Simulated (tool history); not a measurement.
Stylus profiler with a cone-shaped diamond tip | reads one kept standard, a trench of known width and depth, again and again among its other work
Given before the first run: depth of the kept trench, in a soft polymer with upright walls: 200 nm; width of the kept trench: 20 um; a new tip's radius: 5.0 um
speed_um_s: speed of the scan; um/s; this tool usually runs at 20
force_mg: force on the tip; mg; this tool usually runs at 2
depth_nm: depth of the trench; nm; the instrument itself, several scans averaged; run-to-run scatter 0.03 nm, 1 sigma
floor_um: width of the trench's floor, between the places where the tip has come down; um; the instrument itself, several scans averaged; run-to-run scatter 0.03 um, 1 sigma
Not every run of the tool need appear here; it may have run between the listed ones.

{"run": 1, "hour": 0.0, "speed_um_s": 20, "force_mg": 2, "depth_nm": 201.27, "floor_um": 17.16}
{"run": 2, "hour": 84.7, "speed_um_s": 20, "force_mg": 2, "depth_nm": 201.24, "floor_um": 17.12}
{"run": 3, "hour": 187.3, "speed_um_s": 20, "force_mg": 3.8, "depth_nm": 201.89, "floor_um": 17.13}
{"run": 4, "hour": 267.3, "speed_um_s": 20, "force_mg": 2, "depth_nm": 201.17, "floor_um": 17.1}
{"run": 5, "hour": 374.5, "speed_um_s": 20, "force_mg": 1.12, "depth_nm": 200.8, "floor_um": 17.09}
{"run": 6, "hour": 483.3, "speed_um_s": 20, "force_mg": 2, "depth_nm": 201.15, "floor_um": 17.04}
{"run": 7, "hour": 591.3, "speed_um_s": 20, "force_mg": 2, "depth_nm": 201.11, "floor_um": 17.09}
{"run": 8, "hour": 670.7, "speed_um_s": 7, "force_mg": 2, "depth_nm": 201.13, "floor_um": 17.14}
{"run": 9, "hour": 739.7, "speed_um_s": 7, "force_mg": 2, "depth_nm": 201.15, "floor_um": 17.12}
{"run": 10, "hour": 827.8, "speed_um_s": 7, "force_mg": 2, "depth_nm": 201.09, "floor_um": 17.08}
{"run": 11, "hour": 885.4, "speed_um_s": 33, "force_mg": 2, "depth_nm": 201.06, "floor_um": 16.98}
{"run": 12, "hour": 942.6, "speed_um_s": 20, "force_mg": 2, "depth_nm": 201.19, "floor_um": 16.96}
{"run": 13, "hour": 1054.8, "speed_um_s": 29, "force_mg": 2, "depth_nm": 201.11, "floor_um": 16.97}
{"run": 14, "hour": 1139.7, "speed_um_s": 29, "force_mg": 2, "depth_nm": 201.03, "floor_um": 16.94}
{"run": 15, "hour": 1202.1, "speed_um_s": 29, "force_mg": 2, "depth_nm": 201.09, "floor_um": 16.92}
{"run": 16, "hour": 1275.4, "speed_um_s": 15, "force_mg": 2, "depth_nm": 201.07, "floor_um": 16.92}
{"run": 17, "hour": 1383.9, "speed_um_s": 15, "force_mg": 2, "depth_nm": 201.07, "floor_um": 16.9}
{"run": 18, "hour": 1464.6, "speed_um_s": 20, "force_mg": 2, "depth_nm": 201.04, "floor_um": 16.93}
{"run": 19, "hour": 1515.7, "speed_um_s": 20, "force_mg": 2, "depth_nm": 201.09, "floor_um": 16.88}
{"run": 20, "hour": 1633.3, "speed_um_s": 20, "force_mg": 2, "depth_nm": 201.03, "floor_um": 16.91}
{"run": 21, "hour": 1735.0, "speed_um_s": 20, "force_mg": 2, "depth_nm": 200.95, "floor_um": 16.84}
{"run": 22, "hour": 1823.7, "speed_um_s": 20, "force_mg": 2, "depth_nm": 200.95, "floor_um": 16.91}
{"run": 23, "hour": 1909.0, "speed_um_s": 20, "force_mg": 2, "depth_nm": 200.95, "floor_um": 16.83}
{"run": 24, "hour": 1976.2, "speed_um_s": 41, "force_mg": 5.56, "depth_nm": 202.12, "floor_um": 16.8}
{"run": 25, "hour": 2096.9, "speed_um_s": 41, "force_mg": 5.56, "depth_nm": 202.17, "floor_um": 16.77}
{"run": 26, "hour": 2146.5, "speed_um_s": 41, "force_mg": 2.44, "depth_nm": 201.13, "floor_um": 16.67}
{"run": 27, "hour": 2227.3, "speed_um_s": 41, "force_mg": 2.44, "depth_nm": 201.11, "floor_um": 16.74}
{"run": 28, "hour": 2328.1, "speed_um_s": 41, "force_mg": 2.44, "depth_nm": 201.08, "floor_um": 16.69}
{"run": 29, "hour": 2414.3, "speed_um_s": 41, "force_mg": 2.44, "depth_nm": 201.11, "floor_um": 16.69}
{"run": 30, "hour": 2506.8, "speed_um_s": 41, "force_mg": 2.44, "depth_nm": 201.07, "floor_um": 16.61}
{"run": 31, "hour": 2566.0, "speed_um_s": 41, "force_mg": 2.44, "depth_nm": 201.07, "floor_um": 16.63}
{"run": 32, "hour": 2671.6, "speed_um_s": 41, "force_mg": 2.44, "depth_nm": 201.09, "floor_um": 16.58}
{"run": 33, "hour": 2792.0, "speed_um_s": 12, "force_mg": 0.84, "depth_nm": 200.34, "floor_um": 16.66}
{"run": 34, "hour": 2879.9, "speed_um_s": 16, "force_mg": 0.73, "depth_nm": 200.2, "floor_um": 16.62}
{"run": 35, "hour": 2954.2, "speed_um_s": 13, "force_mg": 2.76, "depth_nm": 201.09, "floor_um": 16.68}
{"run": 36, "hour": 3024.1, "speed_um_s": 21, "force_mg": 4.2, "depth_nm": 201.64, "floor_um": 16.68}
{"run": 37, "hour": 3073.0, "speed_um_s": 61, "force_mg": 1.5, "depth_nm": 200.51, "floor_um": 16.46}
{"run": 38, "hour": 3130.4, "speed_um_s": 25, "force_mg": 1.5, "depth_nm": 200.62, "floor_um": 16.58}
{"run": 39, "hour": 3213.0, "speed_um_s": 26, "force_mg": 2.19, "depth_nm": 200.87, "floor_um": 16.61}
{"run": 40, "hour": 3327.7, "speed_um_s": 73, "force_mg": 0.72, "depth_nm": 200.12, "floor_um": 16.27}
{"run": 41, "hour": 3436.1, "speed_um_s": 12, "force_mg": 2.92, "depth_nm": 201.1, "floor_um": 16.62}
{"run": 42, "hour": 3484.6, "speed_um_s": 16, "force_mg": 1.45, "depth_nm": 200.48, "floor_um": 16.57}
{"run": 43, "hour": 3596.1, "speed_um_s": 6, "force_mg": 4.02, "depth_nm": 201.5, "floor_um": 16.6}
{"run": 44, "hour": 3707.4, "speed_um_s": 35, "force_mg": 4.08, "depth_nm": 201.48, "floor_um": 16.54}
{"run": 45, "hour": 3805.1, "speed_um_s": 26, "force_mg": 0.78, "depth_nm": 200.15, "floor_um": 16.45}
{"run": 46, "hour": 3864.4, "speed_um_s": 26, "force_mg": 0.78, "depth_nm": 200.1, "floor_um": 16.43}

What if the next run were any one of these 4? Each begins from the tool's condition after run 46:
{"run": "A", "hour": 3941.5, "speed_um_s": 20, "force_mg": 3.79, "depth_nm": "?", "floor_um": "?"}
{"run": "B", "hour": 3941.5, "speed_um_s": 7, "force_mg": 3.82, "depth_nm": "?", "floor_um": "?"}
{"run": "C", "hour": 3941.5, "speed_um_s": 14, "force_mg": 0.78, "depth_nm": "?", "floor_um": "?"}
{"run": "D", "hour": 3941.5, "speed_um_s": 19, "force_mg": 1.17, "depth_nm": "?", "floor_um": "?"}

run=A depth_nm=201.34 floor_um=16.54
run=B depth_nm=201.36 floor_um=16.56
run=C depth_nm=200.05 floor_um=16.54
run=D depth_nm=200.31 floor_um=16.48
Had the tool no hidden state, the same runs would have come out as:
run=A depth_nm=201.9 floor_um=17.18
run=B depth_nm=201.91 floor_um=17.2
run=C depth_nm=200.61 floor_um=17.18
run=D depth_nm=200.86 floor_um=17.12
